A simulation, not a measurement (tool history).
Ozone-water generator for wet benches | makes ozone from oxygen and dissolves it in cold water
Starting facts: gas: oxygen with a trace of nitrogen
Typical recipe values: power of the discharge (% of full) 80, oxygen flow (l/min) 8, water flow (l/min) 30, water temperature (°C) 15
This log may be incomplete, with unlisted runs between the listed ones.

run    hour  power of the discharge (% of full)  oxygen flow (l/min)  water flow (l/min)  water temperature (°C)  dissolved ozone (ppm)  ozone in the gas ahead of the water (g/m3)
  1       0                                  80                    8                  30                      15                   18.8                                       176.1
  2    96.8                                  80                    8                  30                      15                   18.9                                       175.7
  3   231.5                                  80                    8                  30                      14                   19.2                                       174.7
  4   302.2                                  80                    8                  30                      15                   18.8                                         173
  5   445.4                                  80                    8                  30                      15                   18.4                                       174.9
  6   513.4                                  80                    8                  30                      15                   18.5                                       171.5
  7   654.6                                  80                    8                  30                      15                   18.5                                       171.8
  8   725.8                                  80                    8                  30                      15                   18.4                                       172.6
  9     857                                  80                    8                  30                      15                   18.2                                       170.6
 10   990.1                                  80                    8                  42                      15                   13.3                                       170.3
 11  1060.5                                  80                    8                  30                      15                   17.9                                         170
 12  1176.4                                  80                    8                  30                      15                     18                                       166.6
 13  1270.4                                  80                    8                  30                      15                     18                                       168.7
 14  1382.8                                  80                    8                  30                      15                   17.8                                       167.1
 15  1494.6                                  80                    8                  30                      15                   17.6                                       166.9
 16  1554.7                                  80                    8                  30                      15                   17.7                                         165
 17  1674.4                                  60                    8                  30                      15                   14.4                                       135.2
 18  1758.7                                  91                    8                  30                       8                   20.9                                       179.1
 19  1856.3                                  91                 8.41                  39                       8                     16                                         173
 20  1948.5                                  95                 6.59                  19                       7                   32.6                                       208.8

Run 21 is up next; what results do you expect?
 21  2044.1                                  95                 6.59                  19                       7                      ?                                           ?

dissolved ozone (ppm): 32.5
ozone in the gas ahead of the water (g/m3): 211
Take away the tool's hidden state, keep the run-to-run variation as it was, and the same run would have given dissolved ozone (ppm) 41.2, ozone in the gas ahead of the water (g/m3) 263.6.

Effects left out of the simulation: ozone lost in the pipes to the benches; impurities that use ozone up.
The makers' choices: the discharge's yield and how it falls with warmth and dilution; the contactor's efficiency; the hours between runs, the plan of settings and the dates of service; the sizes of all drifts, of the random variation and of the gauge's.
